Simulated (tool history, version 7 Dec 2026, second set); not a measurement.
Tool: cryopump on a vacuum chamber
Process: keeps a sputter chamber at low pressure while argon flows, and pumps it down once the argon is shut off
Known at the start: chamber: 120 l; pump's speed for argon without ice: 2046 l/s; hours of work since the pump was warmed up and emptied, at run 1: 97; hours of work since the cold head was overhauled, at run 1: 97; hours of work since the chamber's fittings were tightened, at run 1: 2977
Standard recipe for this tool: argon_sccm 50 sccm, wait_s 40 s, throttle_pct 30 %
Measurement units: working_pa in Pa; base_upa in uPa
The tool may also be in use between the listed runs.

run	day	argon_sccm	wait_s	throttle_pct	hours of work since the pump was warmed up and emptied	hours of work since the cold head was overhauled	hours of work since the chamber's fittings were tightened	working_pa	base_upa
1	0.000	50	40	30	97	97	2977	0.1391	2.35
2	1.271	50	38	30	116	116	2995	0.1403	2.44
3	3.071	50	38	30	142	142	3021	0.1421	2.40
4	4.525	50	47	30	163	163	3042	0.1406	2.21
5	6.367	50	47	30	189	189	3069	0.1397	2.24
6	7.771	50	103	30	209	209	3089	0.1416	1.53
7	9.479	50	40	30	234	234	3114	0.1413	2.40
8	11.083	50	40	30	257	257	3137	0.1418	2.40
9	12.300	50	24	30	275	275	3154	0.1420	3.19
10	13.804	50	24	30	297	297	3176	0.1444	3.39
11	14.946	50	40	43	313	313	3193	0.1025	2.47
12	16.392	50	40	43	334	334	3213	0.1022	2.45
13	17.838	50	129	27	355	355	3234	0.1574	1.48
14	19.471	67	34	42	379	379	3258	0.1404	2.76
# day 20.596: pump warmed up, emptied and cooled again
15	20.783	23	86	42	3	394	3274	0.0454	1.60
16	22.388	50	23	49	26	418	3297	0.0848	3.45
17	23.696	22	24	35	45	437	3316	0.0522	3.12
# day 25.104: leaking fittings of the chamber tightened, without venting
18	25.712	22	24	35	73	465	9	0.0516	2.43
19	27.688	50	55	19	101	493	37	0.2193	1.17

Alternative continuations, all from the tool just after run 19; predict every row:
A	29.008	94	55	25	120	512	56	?	?
B	29.008	54	244	28	120	512	56	?	?
C	29.008	42	40	30	120	512	56	?	?
D	29.008	42	76	19	120	512	56	?	?
E	29.008	44	55	19	120	512	56	?	?

run	working_pa	base_upa
A	0.3160	1.23
B	0.1627	0.46
C	0.1173	1.54
D	0.1833	0.90
E	0.1934	1.19
What these runs would have given with no unlogged condition in the tool:
run	working_pa	base_upa
A	0.3115	1.16
B	0.1601	0.39
C	0.1153	1.47
D	0.1814	0.83
E	0.1913	1.12
